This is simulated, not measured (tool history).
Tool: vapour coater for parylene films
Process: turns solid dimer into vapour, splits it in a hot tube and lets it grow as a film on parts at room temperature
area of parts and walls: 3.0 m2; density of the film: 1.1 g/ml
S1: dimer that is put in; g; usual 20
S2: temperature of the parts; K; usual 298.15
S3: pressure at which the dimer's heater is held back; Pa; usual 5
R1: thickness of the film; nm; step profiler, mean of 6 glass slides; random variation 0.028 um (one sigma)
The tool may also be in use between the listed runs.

run 1 hour=0 | S1=20 S2=298.15 S3=5 | R1=3330
run 2 hour=44.1 | S1=20 S2=298.15 S3=5 | R1=3260
run 3 hour=107.5 | S1=20 S2=291.15 S3=5 | R1=4580
run 4 hour=170.7 | S1=20 S2=291.15 S3=5 | R1=4580
-- hour=242.1 trap's valve overhauled
run 5 hour=247.5 | S1=20 S2=291.15 S3=5 | R1=4590
run 6 hour=305.7 | S1=20 S2=298.15 S3=5 | R1=3300
run 7 hour=393.1 | S1=20 S2=298.15 S3=5 | R1=3370
run 8 hour=457.3 | S1=20 S2=307.15 S3=5 | R1=2130
run 9 hour=519.8 | S1=20 S2=298.15 S3=5 | R1=3300
run 10 hour=581 | S1=20 S2=293.15 S3=5 | R1=4150
run 11 hour=662.1 | S1=20 S2=298.15 S3=10.82 | R1=3080
-- hour=700.6 trap's valve overhauled
run 12 hour=747.2 | S1=20 S2=298.15 S3=10.82 | R1=3140
run 13 hour=785.3 | S1=20 S2=298.15 S3=10.82 | R1=3110
run 14 hour=870.7 | S1=20 S2=298.15 S3=5 | R1=3330
run 15 hour=930.2 | S1=20 S2=298.15 S3=5 | R1=3290
run 16 hour=969 | S1=20 S2=298.15 S3=5 | R1=3300
run 17 hour=1027.9 | S1=20 S2=298.15 S3=5 | R1=3340
run 18 hour=1100.2 | S1=20 S2=298.15 S3=5 | R1=3330
-- hour=1157.5 trap's valve overhauled
run 19 hour=1168 | S1=20 S2=298.15 S3=5 | R1=3320
run 20 hour=1240.8 | S1=20 S2=298.15 S3=5 | R1=3340
run 21 hour=1306.1 | S1=10 S2=298.15 S3=5 | R1=1640
run 22 hour=1347.4 | S1=13 S2=298.15 S3=5 | R1=2130
run 23 hour=1405.5 | S1=16 S2=298.15 S3=5 | R1=2600
-- hour=1436 table's thermometer calibrated
run 24 hour=1457.1 | S1=24 S2=299.15 S3=5 | R1=3760
run 25 hour=1493.3 | S1=36 S2=298.15 S3=5 | R1=5900
run 26 hour=1559.3 | S1=36 S2=298.15 S3=5 | R1=5900
run 27 hour=1604.5 | S1=36 S2=298.15 S3=5 | R1=5900
-- hour=1616.7 trap's valve overhauled
run 28 hour=1672.7 | S1=36 S2=298.15 S3=5 | R1=5940
run 29 hour=1711.2 | S1=20 S2=295.15 S3=7.85 | R1=3710
run 30 hour=1777 | S1=24 S2=298.15 S3=5.35 | R1=3940
run 31 hour=1831.1 | S1=30 S2=298.15 S3=5 | R1=4880
run 32 hour=1897 | S1=30 S2=298.15 S3=5 | R1=4950
run 33 hour=1938.8 | S1=30 S2=298.15 S3=8.92 | R1=4730
run 34 hour=1978.7 | S1=20 S2=298.15 S3=2.16 | R1=3490
run 35 hour=2042.5 | S1=30 S2=298.15 S3=4.84 | R1=4930
-- hour=2076.5 trap's valve overhauled
run 36 hour=2124.8 | S1=27 S2=301.15 S3=2.92 | R1=3950
run 37 hour=2162.7 | S1=18 S2=308.15 S3=2.07 | R1=1950
run 38 hour=2244 | S1=28 S2=301.15 S3=6.93 | R1=3960
run 39 hour=2329.3 | S1=27 S2=298.15 S3=5 | R1=4470
run 40 hour=2414 | S1=20 S2=294.15 S3=5.1 | R1=3930
run 41 hour=2489.1 | S1=26 S2=294.15 S3=2.25 | R1=5370
-- hour=2539.8 trap's valve overhauled
run 42 hour=2548.6 | S1=27 S2=302.15 S3=5 | R1=3710
run 43 hour=2600.7 | S1=27 S2=302.15 S3=5 | R1=3740
run 44 hour=2670.9 | S1=13 S2=291.15 S3=2.63 | R1=3090
run 45 hour=2739.3 | S1=10 S2=298.15 S3=2.16 | R1=1740

5 ways to go on from here, each from the tool as it stands after run 45. What would each give?
run A hour=2822.4 | S1=10 S2=298.15 S3=2.05 | R1=?
run B hour=2822.4 | S1=20 S2=298.15 S3=6.62 | R1=?
run C hour=2822.4 | S1=10 S2=290.15 S3=5 | R1=?
run D hour=2822.4 | S1=27 S2=298.15 S3=2.71 | R1=?
run E hour=2822.4 | S1=10 S2=298.15 S3=2.16 | R1=?

run=A R1=1730
run=B R1=3240
run=C R1=2370
run=D R1=4620
run=E R1=1720
Without the tool's hidden state the same runs would have given:
run=A R1=1740
run=B R1=3250
run=C R1=2380
run=D R1=4630
run=E R1=1730
